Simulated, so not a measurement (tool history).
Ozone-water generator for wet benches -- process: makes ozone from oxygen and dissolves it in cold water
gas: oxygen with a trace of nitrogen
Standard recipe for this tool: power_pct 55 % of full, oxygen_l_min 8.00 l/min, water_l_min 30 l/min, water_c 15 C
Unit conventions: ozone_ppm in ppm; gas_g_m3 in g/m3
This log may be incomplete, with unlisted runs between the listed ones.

run	hour	power_pct	oxygen_l_min	water_l_min	water_c	ozone_ppm	gas_g_m3
1	0.0	55	8.00	30	15	16.3	160.1
2	35.6	59	8.00	30	15	17.1	169.6
3	75.0	59	8.00	30	15	17.1	168.1
4	129.5	59	8.00	30	15	17.3	168.3
5	187.4	59	8.00	31	15	16.6	167.4
6	231.2	59	14.06	31	15	16.1	121.3
7	265.8	55	8.00	30	15	16.0	160.4
8	302.1	55	8.00	30	15	16.2	159.7
9	350.3	45	8.00	30	15	13.9	138.3
10	376.0	45	8.00	30	7	15.3	139.0
11	423.3	45	8.00	30	7	15.3	138.8
12	469.9	45	8.00	30	7	15.4	136.9
13	505.1	55	4.73	40	12	12.3	215.0
14	535.5	55	4.25	30	8	15.9	227.4
15	573.8	55	6.63	45	18	10.8	176.6
16	615.8	55	5.42	30	18	15.2	197.1
# hour 621.1: water thermometer calibrated
17	676.2	55	11.42	30	18	15.1	131.1
18	731.0	48	8.27	29	11	15.5	140.4
19	758.4	85	7.65	29	11	23.1	217.7
20	789.3	55	6.52	30	7	17.5	177.2
21	845.1	55	6.52	30	7	17.2	177.4
# hour 894.8: water thermometer calibrated, once more
22	895.0	55	6.52	30	13	16.2	177.0
23	951.7	77	8.00	24	15	23.2	199.1

5 ways to go on from here, each from the tool as it stands after run 23. What would each give?
A	988.8	79	6.34	30	11	?	?
B	988.8	55	12.82	33	15	?	?
C	988.8	60	8.00	24	15	?	?
D	988.8	55	10.44	26	13	?	?
E	988.8	72	8.00	30	15	?	?

run	ozone_ppm	gas_g_m3
A	21.3	232.0
B	14.6	119.0
C	19.7	165.4
D	17.7	134.6
E	19.1	191.5
Stripped of hidden state, with their random variation kept, the same runs would have yielded:
run	ozone_ppm	gas_g_m3
A	23.4	249.7
B	15.8	125.9
C	21.4	175.6
D	19.1	142.3
E	21.0	205.2

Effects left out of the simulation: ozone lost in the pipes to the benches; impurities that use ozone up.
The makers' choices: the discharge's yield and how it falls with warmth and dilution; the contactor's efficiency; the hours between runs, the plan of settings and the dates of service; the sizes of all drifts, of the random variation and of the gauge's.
